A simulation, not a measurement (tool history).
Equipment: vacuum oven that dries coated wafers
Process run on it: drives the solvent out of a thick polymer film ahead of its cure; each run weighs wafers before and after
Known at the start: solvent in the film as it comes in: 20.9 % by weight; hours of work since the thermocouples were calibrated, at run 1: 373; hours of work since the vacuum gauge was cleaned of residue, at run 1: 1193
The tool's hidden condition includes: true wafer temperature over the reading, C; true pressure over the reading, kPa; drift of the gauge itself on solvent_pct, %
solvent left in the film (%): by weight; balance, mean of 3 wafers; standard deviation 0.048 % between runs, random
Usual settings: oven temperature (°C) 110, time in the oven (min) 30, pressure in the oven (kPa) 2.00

run,hour,oven temperature (°C),time in the oven (min),pressure in the oven (kPa),hours of work since the thermocouples were calibrated,hours of work since the vacuum gauge was cleaned of residue,solvent left in the film (%)
1,0.0,110,30,2.00,373,1193,4.43
2,107.3,110,30,2.00,443,1263,4.53
3,178.2,110,30,2.00,490,1309,4.53
4,240.4,110,30,2.00,530,1350,4.72
5,319.7,110,30,2.00,582,1401,4.64
6,386.5,110,30,2.00,626,1445,4.65
7,457.1,110,30,2.00,672,1491,4.63
8,556.4,113,15,1.75,737,1556,6.84
9,626.0,110,24,1.23,782,1602,5.05
# hour 701.3: oven's thermocouples calibrated
10,718.9,123,17,2.00,12,1661,2.65
11,827.4,123,37,1.13,82,1732,0.95
12,926.2,109,24,2.52,147,1796,6.19
13,1006.9,106,30,2.00,200,1849,5.67

Results for each run, recomputed without the tool's hidden state and with each run's random variation untouched:
run,solvent left in the film (%)
1,4.11
2,4.16
3,4.12
4,4.28
5,4.18
6,4.16
7,4.11
8,6.25
9,4.43
10,2.59
11,0.81
12,6.04
13,5.46
